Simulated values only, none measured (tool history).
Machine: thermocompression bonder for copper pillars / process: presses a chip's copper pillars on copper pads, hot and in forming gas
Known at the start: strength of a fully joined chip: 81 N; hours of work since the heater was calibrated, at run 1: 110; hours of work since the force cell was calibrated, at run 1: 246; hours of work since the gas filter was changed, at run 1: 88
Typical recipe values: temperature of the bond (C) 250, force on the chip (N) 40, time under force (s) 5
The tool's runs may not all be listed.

run	hour	temperature of the bond (C)	force on the chip (N)	time under force (s)	hours of work since the heater was calibrated	hours of work since the force cell was calibrated	hours of work since the gas filter was changed	force that shears a chip off (N)
1	0	250	40	5	110	246	88	50.4
2	31.6	250	40	5	125	260	102	48.7
3	56	250	40	5	135	271	113	49.9
4	80.6	250	40	5	146	282	124	48.9
5	99.2	250	40	5	155	290	133	49.1
6	131.7	250	42	3	169	305	147	43.2
7	152.4	250	42	3	179	314	157	42
8	179.8	250	42	3	191	327	169	42.1
9	200.7	238	58	5	200	336	178	56
10	227.8	250	46	5	212	348	190	52.2

Selected run-to-run steps in force that shears a chip off (N), each split into two signed amounts: the part the tool would show with no hidden state at all (from settings, incoming material and random variation), and the remainder, which goes to the hidden state together with any gauge scatter not common to the measured and the hidden-state-free results:
Hidden state present: true temperature of the bond over the reading, C; force that reaches the chip, % of what is set; oxide that the forming gas leaves, % of the face; drift of the gauge itself on shear_n, %.
Run 8 -> 9: temperature of the bond (C) 250 -> 238, force on the chip (N) 42 -> 58, time under force (s) 3 -> 5. force that shears a chip off (N) +13.9: hidden state -1.6, all else +15.5.

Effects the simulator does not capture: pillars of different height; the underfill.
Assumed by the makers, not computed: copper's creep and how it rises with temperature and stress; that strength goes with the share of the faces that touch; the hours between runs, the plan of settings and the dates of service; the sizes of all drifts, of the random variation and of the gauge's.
